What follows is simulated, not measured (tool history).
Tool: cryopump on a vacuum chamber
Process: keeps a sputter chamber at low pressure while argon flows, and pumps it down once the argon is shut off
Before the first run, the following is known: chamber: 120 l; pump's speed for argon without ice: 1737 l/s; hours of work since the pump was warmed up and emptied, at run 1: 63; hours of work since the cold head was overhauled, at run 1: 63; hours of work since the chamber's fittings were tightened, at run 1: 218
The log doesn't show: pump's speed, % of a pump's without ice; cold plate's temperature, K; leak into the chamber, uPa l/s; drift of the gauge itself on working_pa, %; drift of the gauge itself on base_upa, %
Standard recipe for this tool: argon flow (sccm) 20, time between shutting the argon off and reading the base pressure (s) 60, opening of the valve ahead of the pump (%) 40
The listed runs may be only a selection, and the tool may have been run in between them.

run,hour,argon flow (sccm),time between shutting the argon off and reading the base pressure (s),opening of the valve ahead of the pump (%),hours of work since the pump was warmed up and emptied,hours of work since the cold head was overhauled,hours of work since the chamber's fittings were tightened,pressure while argon flows (Pa),pressure after the wait (uPa)
1,0,20,60,40,63,63,218,0.0497,0.82
2,15.3,20,60,40,73,73,227,0.0491,0.85
3,34.8,20,60,40,84,84,239,0.0488,0.91
4,50.8,20,60,51,94,94,249,0.0399,0.92
5,62.9,20,60,57,101,101,256,0.0363,0.9
6,86.4,20,60,40,115,115,270,0.0498,0.92
7,96.9,20,60,40,122,122,276,0.0503,0.96
8,113.7,20,60,40,132,132,286,0.05,0.95
9,132.6,20,60,40,143,143,298,0.0496,1.06
10,156.1,20,60,40,157,157,312,0.0498,1.06
11,175.3,20,60,40,169,169,323,0.0495,1.09
12,192.9,20,60,31,179,179,334,0.0634,1.08
13,215,20,60,31,193,193,347,0.064,1.11
14,234.2,20,60,30,204,204,359,0.0651,1.16
15,252.8,20,60,30,216,216,370,0.066,1.16
16,276.4,20,60,40,230,230,384,0.0505,1.17
17,291,20,60,40,238,238,393,0.0506,1.2
18,307.7,20,60,40,249,249,403,0.0517,1.24
19,331.9,20,77,38,263,263,418,0.0535,1.2
20,345.1,20,77,20,271,271,426,0.0984,1.19
21,369.9,20,77,20,286,286,441,0.0993,1.15
22,391.6,20,77,20,299,299,454,0.1004,1.26
23,414.2,9,77,20,313,313,467,0.044,1.27
24,434.2,9,46,20,325,325,479,0.0445,1.49
25,452.8,14,242,18,336,336,490,0.0775,1.14
26,464.7,32,60,33,343,343,498,0.0985,1.46
27,483.5,32,60,33,354,354,509,0.0983,1.46
28,502.1,16,101,35,365,365,520,0.0467,1.33
29,525.4,16,26,54,380,380,534,0.0302,1.92
30,539.3,9,58,40,388,388,543,0.0234,1.55
31,560.3,9,58,21,401,401,555,0.0421,1.54
32,580.9,23,58,19,413,413,568,0.1222,1.57
33,594.2,13,53,18,421,421,576,0.0728,1.62
34,617.8,13,60,15,435,435,590,0.0862,1.6
35,637.1,31,60,23,447,447,601,0.1377,1.68

For some of the steps in pressure while argon flows (Pa) from one run to the next: how much would appear even if the tool had no hidden state, given the settings, what came in and random variation, and how much remains for the hidden state plus any gauge scatter that the measured result and the result without hidden state don't share?
Run 22 -> 23: argon flow (sccm) 20 -> 9. pressure while argon flows (Pa) -0.0564: hidden state -0.0013, all else -0.0551.
Run 25 -> 26: argon flow (sccm) 14 -> 32, time between shutting the argon off and reading the base pressure (s) 242 -> 60, opening of the valve ahead of the pump (%) 18 -> 33. pressure while argon flows (Pa) +0.021: hidden state +0.0025, all else +0.0185.
Run 27 -> 28: argon flow (sccm) 32 -> 16, time between shutting the argon off and reading the base pressure (s) 60 -> 101, opening of the valve ahead of the pump (%) 33 -> 35. pressure while argon flows (Pa) -0.0516: hidden state -0.002, all else -0.0496.
Run 31 -> 32: argon flow (sccm) 9 -> 23, opening of the valve ahead of the pump (%) 21 -> 19. pressure while argon flows (Pa) +0.0801: hidden state +0.0023, all else +0.0778.
Run 34 -> 35: argon flow (sccm) 13 -> 31, opening of the valve ahead of the pump (%) 15 -> 23. pressure while argon flows (Pa) +0.0515: hidden state +0.0033, all else +0.0482.
